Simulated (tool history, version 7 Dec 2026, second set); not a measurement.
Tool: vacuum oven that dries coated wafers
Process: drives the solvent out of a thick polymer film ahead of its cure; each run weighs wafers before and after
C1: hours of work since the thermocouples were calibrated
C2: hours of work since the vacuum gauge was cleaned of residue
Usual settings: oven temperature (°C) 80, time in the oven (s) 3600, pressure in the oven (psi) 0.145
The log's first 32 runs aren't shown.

{"run": 33, "hour": 2017.9, "oven temperature (°C)": 76, "time in the oven (s)": 2100, "pressure in the oven (psi)": 0.149, "C1": 773, "C2": 644, "solvent left in the film (%)": 3.82}
{"run": 34, "hour": 2111.9, "oven temperature (°C)": 76, "time in the oven (s)": 2100, "pressure in the oven (psi)": 0.149, "C1": 847, "C2": 717, "solvent left in the film (%)": 3.74}
{"hour": 2182.6, "done": "oven's thermocouples calibrated"}
{"run": 35, "hour": 2197.5, "oven temperature (°C)": 80, "time in the oven (s)": 2220, "pressure in the oven (psi)": 0.283, "C1": 12, "C2": 783, "solvent left in the film (%)": 3.07}
{"run": 36, "hour": 2288.8, "oven temperature (°C)": 69, "time in the oven (s)": 5040, "pressure in the oven (psi)": 0.292, "C1": 83, "C2": 854, "solvent left in the film (%)": 3.67}
{"run": 37, "hour": 2371.7, "oven temperature (°C)": 66, "time in the oven (s)": 2280, "pressure in the oven (psi)": 0.113, "C1": 148, "C2": 919, "solvent left in the film (%)": 5.73}
{"run": 38, "hour": 2434.0, "oven temperature (°C)": 85, "time in the oven (s)": 4740, "pressure in the oven (psi)": 0.379, "C1": 196, "C2": 967, "solvent left in the film (%)": 1.9}
{"run": 39, "hour": 2475.9, "oven temperature (°C)": 72, "time in the oven (s)": 3600, "pressure in the oven (psi)": 0.145, "C1": 229, "C2": 1000, "solvent left in the film (%)": 2.87}
{"run": 40, "hour": 2542.3, "oven temperature (°C)": 74, "time in the oven (s)": 3780, "pressure in the oven (psi)": 0.235, "C1": 281, "C2": 1052, "solvent left in the film (%)": 2.83}
{"run": 41, "hour": 2595.9, "oven temperature (°C)": 68, "time in the oven (s)": 1980, "pressure in the oven (psi)": 0.102, "C1": 323, "C2": 1094, "solvent left in the film (%)": 5.81}
{"run": 42, "hour": 2656.9, "oven temperature (°C)": 68, "time in the oven (s)": 1980, "pressure in the oven (psi)": 0.125, "C1": 370, "C2": 1141, "solvent left in the film (%)": 5.94}
{"run": 43, "hour": 2712.8, "oven temperature (°C)": 68, "time in the oven (s)": 1980, "pressure in the oven (psi)": 0.125, "C1": 414, "C2": 1185, "solvent left in the film (%)": 5.89}

4 ways to go on from here, each from the tool as it stands after run 43. What would each give?
{"run": "A", "hour": 2798.1, "oven temperature (°C)": 80, "time in the oven (s)": 6360, "pressure in the oven (psi)": 0.145, "C1": 481, "C2": 1252, "solvent left in the film (%)": "?"}
{"run": "B", "hour": 2798.1, "oven temperature (°C)": 71, "time in the oven (s)": 3300, "pressure in the oven (psi)": 0.125, "C1": 481, "C2": 1252, "solvent left in the film (%)": "?"}
{"run": "C", "hour": 2798.1, "oven temperature (°C)": 70, "time in the oven (s)": 3840, "pressure in the oven (psi)": 0.125, "C1": 481, "C2": 1252, "solvent left in the film (%)": "?"}
{"run": "D", "hour": 2798.1, "oven temperature (°C)": 68, "time in the oven (s)": 4620, "pressure in the oven (psi)": 0.125, "C1": 481, "C2": 1252, "solvent left in the film (%)": "?"}

run=A solvent_left_in_the_film_(%)=1.07
run=B solvent_left_in_the_film_(%)=3.22
run=C solvent_left_in_the_film_(%)=3.04
run=D solvent_left_in_the_film_(%)=3.03
Without the tool's hidden state the same runs would have given:
run=A solvent_left_in_the_film_(%)=0.87
run=B solvent_left_in_the_film_(%)=2.91
run=C solvent_left_in_the_film_(%)=2.72
run=D solvent_left_in_the_film_(%)=2.69
